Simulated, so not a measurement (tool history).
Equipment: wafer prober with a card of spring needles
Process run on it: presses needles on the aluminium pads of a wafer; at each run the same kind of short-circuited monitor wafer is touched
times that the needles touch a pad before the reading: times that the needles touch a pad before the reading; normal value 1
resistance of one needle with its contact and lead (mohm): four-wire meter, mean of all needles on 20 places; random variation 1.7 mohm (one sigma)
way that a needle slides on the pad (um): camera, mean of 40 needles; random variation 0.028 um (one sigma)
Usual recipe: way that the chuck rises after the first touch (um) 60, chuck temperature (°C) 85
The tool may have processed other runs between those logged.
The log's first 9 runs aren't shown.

run	hour	way that the chuck rises after the first touch (um)	chuck temperature (°C)	times that the needles touch a pad before the reading	resistance of one needle with its contact and lead (mohm)	way that a needle slides on the pad (um)
# hour 443.1: tips cleaned on abrasive film
10	457.2	60	85	1	251	12.67
# hour 473.6: tips cleaned on abrasive film
11	485.2	60	85	3	200	12.64
# hour 506.0: tips cleaned on abrasive film
12	516.9	60	85	3	195	12.63
# hour 539.2: tips cleaned on abrasive film
13	552.6	60	98	1	256	12.61
# hour 574.6: tips cleaned on abrasive film
# hour 606.9: tips cleaned on abrasive film
14	609.5	60	98	1	203	12.58
# hour 641.2: tips cleaned on abrasive film
# hour 673.3: tips cleaned on abrasive film
15	676.9	60	98	1	205	12.57
# hour 705.5: tips cleaned on abrasive film
16	722.3	60	98	1	253	12.55
# hour 736.7: tips cleaned on abrasive film
17	762.7	62	47	1	270	12.96
# hour 768.7: tips cleaned on abrasive film
18	797.9	68	85	2	227	14.20
# hour 801.7: tips cleaned on abrasive film
19	826.1	72	85	1	251	15.09

For run 20, what comes out?
# hour 831.8: tips cleaned on abrasive film
# hour 863.3: tips cleaned on abrasive film
20	888.6	60	50	1	?	?

{"run 20": {"resistance of one needle with its contact and lead (mohm)": 283, "way that a needle slides on the pad (um)": 12.52}}
Take away the tool's hidden state, keep the run-to-run variation as it was, and the same run would have given resistance of one needle with its contact and lead (mohm) 166, way that a needle slides on the pad (um) 12.81.

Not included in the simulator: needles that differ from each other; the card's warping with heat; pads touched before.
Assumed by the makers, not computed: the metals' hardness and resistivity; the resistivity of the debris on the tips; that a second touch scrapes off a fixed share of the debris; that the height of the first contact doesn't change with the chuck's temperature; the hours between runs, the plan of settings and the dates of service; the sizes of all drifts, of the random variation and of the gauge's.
